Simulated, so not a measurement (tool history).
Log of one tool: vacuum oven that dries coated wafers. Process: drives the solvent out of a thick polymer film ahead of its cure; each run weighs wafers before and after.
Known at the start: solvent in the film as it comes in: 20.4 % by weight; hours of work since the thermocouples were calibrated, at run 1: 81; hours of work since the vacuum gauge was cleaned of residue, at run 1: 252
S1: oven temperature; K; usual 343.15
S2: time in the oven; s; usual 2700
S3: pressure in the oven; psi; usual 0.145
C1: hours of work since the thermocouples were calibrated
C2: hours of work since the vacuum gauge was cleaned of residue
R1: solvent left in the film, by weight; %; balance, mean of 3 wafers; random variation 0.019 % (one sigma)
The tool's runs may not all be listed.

{"run": 1, "day": 0.0, "S1": 343.15, "S2": 2700, "S3": 0.145, "C1": 81, "C2": 252, "R1": 2.09}
{"run": 2, "day": 0.617, "S1": 343.15, "S2": 2760, "S3": 0.145, "C1": 90, "C2": 262, "R1": 1.99}
{"run": 3, "day": 1.012, "S1": 343.15, "S2": 2760, "S3": 0.145, "C1": 96, "C2": 268, "R1": 2.0}
{"run": 4, "day": 1.692, "S1": 343.15, "S2": 2760, "S3": 0.145, "C1": 106, "C2": 278, "R1": 2.0}
{"run": 5, "day": 2.088, "S1": 343.15, "S2": 2760, "S3": 0.145, "C1": 112, "C2": 284, "R1": 1.99}
{"run": 6, "day": 2.425, "S1": 343.15, "S2": 2760, "S3": 0.145, "C1": 117, "C2": 289, "R1": 2.0}
{"run": 7, "day": 3.112, "S1": 343.15, "S2": 2700, "S3": 0.145, "C1": 127, "C2": 299, "R1": 2.1}
{"run": 8, "day": 3.633, "S1": 335.15, "S2": 2700, "S3": 0.145, "C1": 135, "C2": 306, "R1": 5.12}
{"run": 9, "day": 4.121, "S1": 343.15, "S2": 2700, "S3": 0.323, "C1": 142, "C2": 314, "R1": 2.62}
{"run": 10, "day": 4.412, "S1": 345.15, "S2": 2700, "S3": 0.145, "C1": 146, "C2": 318, "R1": 1.55}
{"run": 11, "day": 4.8, "S1": 345.15, "S2": 2700, "S3": 0.145, "C1": 152, "C2": 324, "R1": 1.57}
{"run": 12, "day": 5.417, "S1": 338.15, "S2": 2700, "S3": 0.145, "C1": 161, "C2": 333, "R1": 3.85}
{"run": 13, "day": 5.883, "S1": 338.15, "S2": 2700, "S3": 0.145, "C1": 168, "C2": 340, "R1": 3.8}
{"run": 14, "day": 6.304, "S1": 355.15, "S2": 2700, "S3": 0.145, "C1": 175, "C2": 346, "R1": 0.35}
{"run": 15, "day": 6.808, "S1": 343.15, "S2": 2700, "S3": 0.487, "C1": 182, "C2": 354, "R1": 3.07}
{"run": 16, "day": 7.275, "S1": 343.15, "S2": 2700, "S3": 0.487, "C1": 189, "C2": 361, "R1": 3.04}
{"run": 17, "day": 7.721, "S1": 343.15, "S2": 2700, "S3": 0.487, "C1": 196, "C2": 367, "R1": 3.03}
{"run": 18, "day": 8.179, "S1": 343.15, "S2": 2700, "S3": 0.487, "C1": 202, "C2": 374, "R1": 3.1}
{"run": 19, "day": 8.879, "S1": 343.15, "S2": 2700, "S3": 0.487, "C1": 213, "C2": 385, "R1": 3.07}
{"run": 20, "day": 9.25, "S1": 343.15, "S2": 2700, "S3": 0.487, "C1": 218, "C2": 390, "R1": 3.05}

The next listed run, before its measurement:
{"run": 21, "day": 9.579, "S1": 343.15, "S2": 2700, "S3": 0.444, "C1": 223, "C2": 395, "R1": "?"}

R1: 2.95 %
Without the tool's hidden state the same run would have given R1 2.94 %.

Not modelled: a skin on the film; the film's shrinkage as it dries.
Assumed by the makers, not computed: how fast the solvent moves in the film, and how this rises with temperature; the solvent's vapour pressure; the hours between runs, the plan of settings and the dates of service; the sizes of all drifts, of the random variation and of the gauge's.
